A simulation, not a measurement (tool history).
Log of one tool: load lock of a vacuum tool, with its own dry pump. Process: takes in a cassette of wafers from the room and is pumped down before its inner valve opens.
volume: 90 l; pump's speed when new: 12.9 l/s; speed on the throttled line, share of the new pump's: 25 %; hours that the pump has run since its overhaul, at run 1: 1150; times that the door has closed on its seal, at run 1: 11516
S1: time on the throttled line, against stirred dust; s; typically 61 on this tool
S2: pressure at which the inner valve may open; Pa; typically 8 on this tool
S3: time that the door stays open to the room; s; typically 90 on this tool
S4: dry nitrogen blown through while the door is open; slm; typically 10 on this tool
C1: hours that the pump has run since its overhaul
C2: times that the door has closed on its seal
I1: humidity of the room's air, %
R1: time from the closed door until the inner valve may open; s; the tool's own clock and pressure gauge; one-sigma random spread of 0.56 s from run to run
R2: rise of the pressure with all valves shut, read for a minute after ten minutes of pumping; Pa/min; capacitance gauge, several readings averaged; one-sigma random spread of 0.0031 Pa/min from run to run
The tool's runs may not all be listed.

{"run": 1, "hour": 0.0, "S1": 61, "S2": 8, "S3": 90, "S4": 10, "C1": 1150, "C2": 11516, "I1": 44.0, "R1": 113.2, "R2": 0.073}
{"run": 2, "hour": 398.8, "S1": 61, "S2": 8, "S3": 90, "S4": 10, "C1": 1549, "C2": 13031, "I1": 45.4, "R1": 112.6, "R2": 0.07}
{"run": 3, "hour": 621.9, "S1": 115, "S2": 8, "S3": 90, "S4": 10, "C1": 1772, "C2": 13879, "I1": 46.0, "R1": 151.8, "R2": 0.065}
{"run": 4, "hour": 1060.7, "S1": 115, "S2": 8, "S3": 90, "S4": 10, "C1": 2211, "C2": 15546, "I1": 46.4, "R1": 152.5, "R2": 0.074}
{"run": 5, "hour": 1495.0, "S1": 61, "S2": 8, "S3": 90, "S4": 10, "C1": 2645, "C2": 17195, "I1": 46.0, "R1": 111.5, "R2": 0.066}
{"run": 6, "hour": 1877.7, "S1": 61, "S2": 8, "S3": 90, "S4": 10, "C1": 3028, "C2": 18649, "I1": 44.4, "R1": 112.0, "R2": 0.064}
{"run": 7, "hour": 2337.8, "S1": 61, "S2": 8, "S3": 90, "S4": 10, "C1": 3488, "C2": 20397, "I1": 42.2, "R1": 112.0, "R2": 0.062}
{"hour": 2459.2, "done": "door's seal changed, seat wiped"}
{"run": 8, "hour": 2585.3, "S1": 61, "S2": 8, "S3": 35, "S4": 10, "C1": 3734, "C2": 479, "I1": 46.7, "R1": 112.3, "R2": 0.032}
{"run": 9, "hour": 2964.3, "S1": 61, "S2": 8, "S3": 35, "S4": 10, "C1": 4113, "C2": 1918, "I1": 46.1, "R1": 111.6, "R2": 0.033}
{"run": 10, "hour": 3379.0, "S1": 61, "S2": 8, "S3": 35, "S4": 10, "C1": 4528, "C2": 3494, "I1": 43.8, "R1": 112.7, "R2": 0.037}
{"run": 11, "hour": 3778.5, "S1": 61, "S2": 8, "S3": 35, "S4": 10, "C1": 4927, "C2": 5012, "I1": 45.3, "R1": 111.8, "R2": 0.035}
{"run": 12, "hour": 3970.2, "S1": 61, "S2": 8, "S3": 179, "S4": 10, "C1": 5119, "C2": 5740, "I1": 46.1, "R1": 113.1, "R2": 0.116}
{"run": 13, "hour": 4231.2, "S1": 61, "S2": 8, "S3": 90, "S4": 10, "C1": 5380, "C2": 6732, "I1": 40.6, "R1": 112.8, "R2": 0.062}
{"run": 14, "hour": 4655.0, "S1": 61, "S2": 8, "S3": 90, "S4": 10, "C1": 5804, "C2": 8341, "I1": 44.2, "R1": 112.2, "R2": 0.069}
{"run": 15, "hour": 4880.6, "S1": 61, "S2": 8, "S3": 90, "S4": 10, "C1": 6030, "C2": 9199, "I1": 42.8, "R1": 112.5, "R2": 0.062}
{"run": 16, "hour": 5265.2, "S1": 61, "S2": 8, "S3": 90, "S4": 10, "C1": 6414, "C2": 10660, "I1": 46.5, "R1": 111.8, "R2": 0.074}
{"run": 17, "hour": 5463.0, "S1": 61, "S2": 8, "S3": 90, "S4": 10, "C1": 6612, "C2": 11411, "I1": 45.1, "R1": 112.6, "R2": 0.067}
{"run": 18, "hour": 5847.8, "S1": 61, "S2": 8, "S3": 90, "S4": 6, "C1": 6997, "C2": 12873, "I1": 46.3, "R1": 110.9, "R2": 0.08}
{"run": 19, "hour": 6197.2, "S1": 90, "S2": 14, "S3": 193, "S4": 10, "C1": 7346, "C2": 14200, "I1": 45.3, "R1": 128.4, "R2": 0.118}
{"run": 20, "hour": 6500.2, "S1": 67, "S2": 7, "S3": 25, "S4": 6, "C1": 7649, "C2": 15351, "I1": 45.2, "R1": 116.9, "R2": 0.034}
{"run": 21, "hour": 6817.8, "S1": 67, "S2": 8, "S3": 25, "S4": 6, "C1": 7967, "C2": 16558, "I1": 47.1, "R1": 117.0, "R2": 0.033}
{"run": 22, "hour": 7023.7, "S1": 46, "S2": 8, "S3": 90, "S4": 15, "C1": 8173, "C2": 17340, "I1": 47.3, "R1": 101.1, "R2": 0.062}
{"run": 23, "hour": 7383.1, "S1": 46, "S2": 8, "S3": 90, "S4": 15, "C1": 8532, "C2": 18705, "I1": 45.8, "R1": 100.8, "R2": 0.063}
{"run": 24, "hour": 7662.2, "S1": 46, "S2": 8, "S3": 90, "S4": 15, "C1": 8811, "C2": 19766, "I1": 46.7, "R1": 102.0, "R2": 0.058}
{"run": 25, "hour": 7932.8, "S1": 61, "S2": 8, "S3": 58, "S4": 5, "C1": 9082, "C2": 20794, "I1": 47.1, "R1": 112.0, "R2": 0.061}
{"hour": 7955.3, "done": "door's seal changed, seat wiped"}
{"run": 26, "hour": 8212.6, "S1": 84, "S2": 13, "S3": 90, "S4": 15, "C1": 9360, "C2": 977, "I1": 43.1, "R1": 127.1, "R2": 0.054}
{"run": 27, "hour": 8497.4, "S1": 31, "S2": 8, "S3": 175, "S4": 10, "C1": 9645, "C2": 2059, "I1": 43.0, "R1": 90.7, "R2": 0.105}
{"hour": 8835.3, "done": "dry pump taken out, an overhauled one fitted"}
{"run": 28, "hour": 8937.3, "S1": 112, "S2": 8, "S3": 175, "S4": 10, "C1": 102, "C2": 3707, "I1": 47.9, "R1": 151.1, "R2": 0.115}
{"run": 29, "hour": 9318.9, "S1": 61, "S2": 9, "S3": 64, "S4": 45, "C1": 484, "C2": 5157, "I1": 48.6, "R1": 111.8, "R2": 0.034}
{"run": 30, "hour": 9644.7, "S1": 61, "S2": 9, "S3": 64, "S4": 45, "C1": 809, "C2": 6395, "I1": 45.1, "R1": 111.3, "R2": 0.026}
{"run": 31, "hour": 9890.4, "S1": 100, "S2": 8, "S3": 90, "S4": 26, "C1": 1055, "C2": 7328, "I1": 46.6, "R1": 142.6, "R2": 0.051}
{"run": 32, "hour": 10167.6, "S1": 110, "S2": 8, "S3": 90, "S4": 10, "C1": 1332, "C2": 8381, "I1": 43.1, "R1": 147.8, "R2": 0.064}
{"run": 33, "hour": 10410.1, "S1": 61, "S2": 8, "S3": 90, "S4": 10, "C1": 1575, "C2": 9302, "I1": 47.7, "R1": 112.5, "R2": 0.069}
{"run": 34, "hour": 10746.7, "S1": 44, "S2": 8, "S3": 90, "S4": 10, "C1": 1911, "C2": 10581, "I1": 48.7, "R1": 99.9, "R2": 0.075}
{"run": 35, "hour": 10939.2, "S1": 49, "S2": 7, "S3": 52, "S4": 10, "C1": 2104, "C2": 11312, "I1": 46.0, "R1": 104.7, "R2": 0.046}
{"run": 36, "hour": 11244.6, "S1": 73, "S2": 8, "S3": 31, "S4": 4, "C1": 2409, "C2": 12472, "I1": 45.2, "R1": 121.0, "R2": 0.041}

Below are 5 alternative next runs, each starting from the tool's condition after run 36. Predict each:
{"run": "A", "hour": 11489.0, "S1": 61, "S2": 14, "S3": 90, "S4": 35, "C1": 2654, "C2": 13401, "I1": 42.8, "R1": "?", "R2": "?"}
{"run": "B", "hour": 11489.0, "S1": 73, "S2": 7, "S3": 31, "S4": 4, "C1": 2654, "C2": 13401, "I1": 45.9, "R1": "?", "R2": "?"}
{"run": "C", "hour": 11489.0, "S1": 73, "S2": 11, "S3": 31, "S4": 4, "C1": 2654, "C2": 13401, "I1": 42.7, "R1": "?", "R2": "?"}
{"run": "D", "hour": 11489.0, "S1": 49, "S2": 8, "S3": 90, "S4": 10, "C1": 2654, "C2": 13401, "I1": 44.8, "R1": "?", "R2": "?"}
{"run": "E", "hour": 11489.0, "S1": 61, "S2": 8, "S3": 230, "S4": 10, "C1": 2654, "C2": 13401, "I1": 43.9, "R1": "?", "R2": "?"}

run=A R1=109.4 R2=0.043
run=B R1=122.0 R2=0.037
run=C R1=117.9 R2=0.032
run=D R1=103.1 R2=0.069
run=E R1=112.6 R2=0.138
What these runs would have given with no unlogged condition in the tool:
run=A R1=109.4 R2=0.042
run=B R1=122.0 R2=0.037
run=C R1=117.9 R2=0.032
run=D R1=103.1 R2=0.069
run=E R1=112.6 R2=0.137
